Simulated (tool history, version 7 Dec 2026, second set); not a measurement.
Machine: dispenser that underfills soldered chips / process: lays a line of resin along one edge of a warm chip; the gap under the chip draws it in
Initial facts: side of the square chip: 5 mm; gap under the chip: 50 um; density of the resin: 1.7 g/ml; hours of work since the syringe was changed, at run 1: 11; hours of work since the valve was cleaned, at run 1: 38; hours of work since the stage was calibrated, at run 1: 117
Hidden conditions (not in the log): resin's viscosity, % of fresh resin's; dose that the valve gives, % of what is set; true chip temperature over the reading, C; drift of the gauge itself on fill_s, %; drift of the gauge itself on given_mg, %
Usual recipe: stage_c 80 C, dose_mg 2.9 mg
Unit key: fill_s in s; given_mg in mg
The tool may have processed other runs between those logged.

| run | hour | stage_c | dose_mg | hours of work since the syringe was changed | hours of work since the valve was cleaned | hours of work since the stage was calibrated | fill_s | given_mg |
|---|---|---|---|---|---|---|---|---|
| 1 | 0 | 80 | 2.9 | 11 | 38 | 117 | 43.5 | 2.77 |
|  | 1.8 | new syringe of resin |
| 2 | 4.1 | 80 | 2.9 | 2 | 41 | 120 | 29.2 | 2.73 |
| 3 | 9.9 | 80 | 2.9 | 5 | 45 | 124 | 33.8 | 2.82 |
| 4 | 15.1 | 80 | 2.9 | 9 | 48 | 127 | 39.2 | 2.84 |
|  | 20.6 | new syringe of resin |
| 5 | 21.2 | 80 | 2.9 | 0 | 52 | 131 | 27.8 | 2.74 |
| 6 | 25.8 | 80 | 2.9 | 3 | 55 | 134 | 32.5 | 2.74 |
| 7 | 32 | 80 | 2.9 | 8 | 59 | 138 | 38.4 | 2.77 |
|  | 39.2 | new syringe of resin |
| 8 | 39.5 | 80 | 2.9 | 0 | 64 | 143 | 27.2 | 2.79 |
| 9 | 43.2 | 80 | 2.9 | 3 | 66 | 145 | 30 | 2.7 |
| 10 | 47.7 | 80 | 2.9 | 6 | 69 | 148 | 34.1 | 2.73 |
| 11 | 51.3 | 80 | 2.9 | 8 | 71 | 151 | 38.8 | 2.84 |
|  | 58 | new syringe of resin |
| 12 | 60.3 | 80 | 2.9 | 1 | 77 | 156 | 30 | 2.7 |
| 13 | 66.9 | 86 | 2.9 | 6 | 82 | 161 | 26.5 | 2.7 |
| 14 | 73 | 86 | 2.9 | 10 | 86 | 165 | 31.8 | 2.7 |
|  | 76.5 | new syringe of resin |
| 15 | 78.1 | 72 | 2.9 | 1 | 89 | 168 | 43.9 | 2.67 |
| 16 | 82.4 | 72 | 2.9 | 4 | 92 | 171 | 50.3 | 2.73 |
| 17 | 89.4 | 92 | 2.53 | 9 | 96 | 175 | 24.3 | 2.28 |
|  | 95 | new syringe of resin |
|  | 96 | dispensing valve cleaned and set on the balance |
| 18 | 97.5 | 80 | 3.41 | 1 | 1 | 180 | 29.3 | 3.4 |
| 19 | 105.9 | 82 | 3.04 | 7 | 7 | 185 | 32.8 | 3.02 |
| 20 | 112.8 | 72 | 3.26 | 11 | 11 | 190 | 64.3 | 3.19 |
|  | 114.6 | new syringe of resin |
| 21 | 119.2 | 81 | 2.95 | 3 | 15 | 194 | 29.9 | 2.95 |
| 22 | 127.1 | 90 | 2.51 | 8 | 20 | 199 | 24.8 | 2.43 |
| 23 | 131.2 | 90 | 2.51 | 11 | 23 | 202 | 27.8 | 2.45 |
|  | 133.6 | new syringe of resin |
| 24 | 138.9 | 84 | 2.9 | 3 | 28 | 207 | 26.8 | 2.79 |
| 25 | 143 | 67 | 2.77 | 6 | 31 | 209 | 71.6 | 2.62 |
| 26 | 150.9 | 89 | 3.75 | 11 | 36 | 215 | 26.8 | 3.61 |
|  | 152.1 | new syringe of resin |
| 27 | 157.9 | 80 | 3.49 | 4 | 40 | 219 | 32.1 | 3.4 |
| 28 | 164.1 | 80 | 3.49 | 8 | 44 | 223 | 37.9 | 3.36 |
|  | 170.5 | new syringe of resin |
| 29 | 170.8 | 70 | 3.56 | 0 | 49 | 227 | 46.2 | 3.4 |

Forecast each of these 5 alternatives for the next run:
| A | 178.4 | 75 | 3.32 | 5 | 54 | 232 | ? | ? |
| B | 178.4 | 67 | 3.22 | 5 | 54 | 232 | ? | ? |
| C | 178.4 | 91 | 2.9 | 5 | 54 | 232 | ? | ? |
| D | 178.4 | 88 | 3.28 | 5 | 54 | 232 | ? | ? |
| E | 178.4 | 89 | 3.02 | 5 | 54 | 232 | ? | ? |

| run | fill_s | given_mg |
|---|---|---|
| A | 44.9 | 3.22 |
| B | 68.4 | 3.08 |
| C | 20.9 | 2.79 |
| D | 23.2 | 3.16 |
| E | 23.1 | 2.84 |
Stripped of hidden state, with their random variation kept, the same runs would have yielded:
| run | fill_s | given_mg |
|---|---|---|
| A | 33.7 | 3.37 |
| B | 50.9 | 3.23 |
| C | 15.6 | 2.92 |
| D | 17.5 | 3.31 |
| E | 17.4 | 2.98 |
